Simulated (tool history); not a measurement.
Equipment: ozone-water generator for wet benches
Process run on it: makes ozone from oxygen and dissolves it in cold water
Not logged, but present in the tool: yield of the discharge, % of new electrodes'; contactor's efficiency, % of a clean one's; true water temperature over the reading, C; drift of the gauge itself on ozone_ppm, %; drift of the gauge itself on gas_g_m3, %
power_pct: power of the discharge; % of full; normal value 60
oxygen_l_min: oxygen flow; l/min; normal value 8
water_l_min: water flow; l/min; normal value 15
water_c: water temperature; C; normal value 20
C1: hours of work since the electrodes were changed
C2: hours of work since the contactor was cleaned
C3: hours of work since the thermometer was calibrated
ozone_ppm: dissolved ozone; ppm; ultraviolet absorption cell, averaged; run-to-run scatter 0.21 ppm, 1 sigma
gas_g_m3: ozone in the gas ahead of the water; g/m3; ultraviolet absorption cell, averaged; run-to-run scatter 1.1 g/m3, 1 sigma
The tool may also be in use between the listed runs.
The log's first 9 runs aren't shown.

{"run": 10, "hour": 844.4, "power_pct": 60, "oxygen_l_min": 8, "water_l_min": 15, "water_c": 26, "C1": 2381, "C2": 3335, "C3": 2250, "ozone_ppm": 27.1, "gas_g_m3": 198.6}
{"run": 11, "hour": 915.9, "power_pct": 60, "oxygen_l_min": 8, "water_l_min": 15, "water_c": 19, "C1": 2439, "C2": 3392, "C3": 2307, "ozone_ppm": 31, "gas_g_m3": 199.4}
{"run": 12, "hour": 1020.0, "power_pct": 60, "oxygen_l_min": 8, "water_l_min": 15, "water_c": 19, "C1": 2522, "C2": 3475, "C3": 2390, "ozone_ppm": 30.9, "gas_g_m3": 197.5}
{"run": 13, "hour": 1074.0, "power_pct": 60, "oxygen_l_min": 8, "water_l_min": 15, "water_c": 19, "C1": 2565, "C2": 3518, "C3": 2433, "ozone_ppm": 31.4, "gas_g_m3": 196.8}
{"run": 14, "hour": 1170.2, "power_pct": 60, "oxygen_l_min": 8, "water_l_min": 15, "water_c": 20, "C1": 2642, "C2": 3595, "C3": 2510, "ozone_ppm": 30.9, "gas_g_m3": 196.8}
{"run": 15, "hour": 1242.1, "power_pct": 64, "oxygen_l_min": 8, "water_l_min": 15, "water_c": 20, "C1": 2699, "C2": 3653, "C3": 2568, "ozone_ppm": 31.8, "gas_g_m3": 206.8}
{"run": 16, "hour": 1337.0, "power_pct": 60, "oxygen_l_min": 8, "water_l_min": 17, "water_c": 20, "C1": 2775, "C2": 3729, "C3": 2644, "ozone_ppm": 27.9, "gas_g_m3": 198.3}
{"run": 17, "hour": 1454.1, "power_pct": 60, "oxygen_l_min": 13.4, "water_l_min": 16, "water_c": 22, "C1": 2869, "C2": 3822, "C3": 2737, "ozone_ppm": 25.2, "gas_g_m3": 148.8}
{"run": 18, "hour": 1557.8, "power_pct": 60, "oxygen_l_min": 13.4, "water_l_min": 16, "water_c": 22, "C1": 2952, "C2": 3905, "C3": 2820, "ozone_ppm": 24.9, "gas_g_m3": 150.3}
{"hour": 1590.8, "done": "contactor cleaned"}
{"run": 19, "hour": 1634.7, "power_pct": 61, "oxygen_l_min": 11.75, "water_l_min": 16, "water_c": 19, "C1": 3010, "C2": 35, "C3": 2878, "ozone_ppm": 28.4, "gas_g_m3": 160.2}
{"run": 20, "hour": 1710.4, "power_pct": 79, "oxygen_l_min": 5.36, "water_l_min": 16, "water_c": 20, "C1": 3071, "C2": 96, "C3": 2939, "ozone_ppm": 37.2, "gas_g_m3": 294.5}
{"run": 21, "hour": 1826.6, "power_pct": 44, "oxygen_l_min": 11.25, "water_l_min": 11, "water_c": 16, "C1": 3164, "C2": 189, "C3": 3032, "ozone_ppm": 29.4, "gas_g_m3": 131.4}
{"run": 22, "hour": 1950.5, "power_pct": 76, "oxygen_l_min": 11.25, "water_l_min": 11, "water_c": 26, "C1": 3263, "C2": 288, "C3": 3131, "ozone_ppm": 32.8, "gas_g_m3": 193.4}
{"run": 23, "hour": 2068.6, "power_pct": 76, "oxygen_l_min": 11.25, "water_l_min": 11, "water_c": 26, "C1": 3357, "C2": 382, "C3": 3225, "ozone_ppm": 32.8, "gas_g_m3": 192.2}
{"run": 24, "hour": 2193.7, "power_pct": 95, "oxygen_l_min": 11.44, "water_l_min": 23, "water_c": 20, "C1": 3457, "C2": 482, "C3": 3325, "ozone_ppm": 30.4, "gas_g_m3": 221.4}
{"run": 25, "hour": 2295.7, "power_pct": 60, "oxygen_l_min": 7.23, "water_l_min": 21, "water_c": 26, "C1": 3539, "C2": 564, "C3": 3407, "ozone_ppm": 22.7, "gas_g_m3": 205.8}
{"run": 26, "hour": 2382.5, "power_pct": 60, "oxygen_l_min": 9.28, "water_l_min": 10, "water_c": 22, "C1": 3608, "C2": 633, "C3": 3476, "ozone_ppm": 34.5, "gas_g_m3": 179.9}
{"run": 27, "hour": 2449.4, "power_pct": 68, "oxygen_l_min": 4.96, "water_l_min": 10, "water_c": 16, "C1": 3661, "C2": 686, "C3": 3530, "ozone_ppm": 49.5, "gas_g_m3": 272.8}
{"run": 28, "hour": 2535.4, "power_pct": 100, "oxygen_l_min": 10.13, "water_l_min": 15, "water_c": 28, "C1": 3730, "C2": 755, "C3": 3599, "ozone_ppm": 34.6, "gas_g_m3": 242.2}
{"run": 29, "hour": 2603.8, "power_pct": 78, "oxygen_l_min": 10.13, "water_l_min": 15, "water_c": 17, "C1": 3785, "C2": 810, "C3": 3653, "ozone_ppm": 37.2, "gas_g_m3": 205.9}
{"run": 30, "hour": 2685.6, "power_pct": 76, "oxygen_l_min": 7.49, "water_l_min": 17, "water_c": 19, "C1": 3850, "C2": 875, "C3": 3719, "ozone_ppm": 34.2, "gas_g_m3": 234.5}
{"run": 31, "hour": 2810.5, "power_pct": 78, "oxygen_l_min": 8, "water_l_min": 12, "water_c": 17, "C1": 3950, "C2": 975, "C3": 3819, "ozone_ppm": 44, "gas_g_m3": 230.4}
{"run": 32, "hour": 2870.7, "power_pct": 82, "oxygen_l_min": 5.37, "water_l_min": 10, "water_c": 16, "C1": 3998, "C2": 1023, "C3": 3867, "ozone_ppm": 54.5, "gas_g_m3": 297.5}

Here are 5 independent what-if runs from the current tool condition. What would each one return?
{"run": "A", "hour": 2963.6, "power_pct": 82, "oxygen_l_min": 5.37, "water_l_min": 10, "water_c": 19, "C1": 4073, "C2": 1098, "C3": 3941, "ozone_ppm": "?", "gas_g_m3": "?"}
{"run": "B", "hour": 2963.6, "power_pct": 70, "oxygen_l_min": 12.29, "water_l_min": 16, "water_c": 20, "C1": 4073, "C2": 1098, "C3": 3941, "ozone_ppm": "?", "gas_g_m3": "?"}
{"run": "C", "hour": 2963.6, "power_pct": 82, "oxygen_l_min": 5.37, "water_l_min": 22, "water_c": 16, "C1": 4073, "C2": 1098, "C3": 3941, "ozone_ppm": "?", "gas_g_m3": "?"}
{"run": "D", "hour": 2963.6, "power_pct": 82, "oxygen_l_min": 11.37, "water_l_min": 16, "water_c": 19, "C1": 4073, "C2": 1098, "C3": 3941, "ozone_ppm": "?", "gas_g_m3": "?"}
{"run": "E", "hour": 2963.6, "power_pct": 82, "oxygen_l_min": 11.14, "water_l_min": 10, "water_c": 13, "C1": 4073, "C2": 1098, "C3": 3941, "ozone_ppm": "?", "gas_g_m3": "?"}

run=A ozone_ppm=50.6 gas_g_m3=296.1
run=B ozone_ppm=29.6 gas_g_m3=172.3
run=C ozone_ppm=31.9 gas_g_m3=299
run=D ozone_ppm=34.3 gas_g_m3=199.5
run=E ozone_ppm=50 gas_g_m3=199.5
The same runs, with their run-to-run variation unchanged, on a tool lacking any hidden condition would have given:
run=A ozone_ppm=50.7 gas_g_m3=305.1
run=B ozone_ppm=29.6 gas_g_m3=177.5
run=C ozone_ppm=31.9 gas_g_m3=308
run=D ozone_ppm=34.3 gas_g_m3=205.6
run=E ozone_ppm=50.1 gas_g_m3=205.6

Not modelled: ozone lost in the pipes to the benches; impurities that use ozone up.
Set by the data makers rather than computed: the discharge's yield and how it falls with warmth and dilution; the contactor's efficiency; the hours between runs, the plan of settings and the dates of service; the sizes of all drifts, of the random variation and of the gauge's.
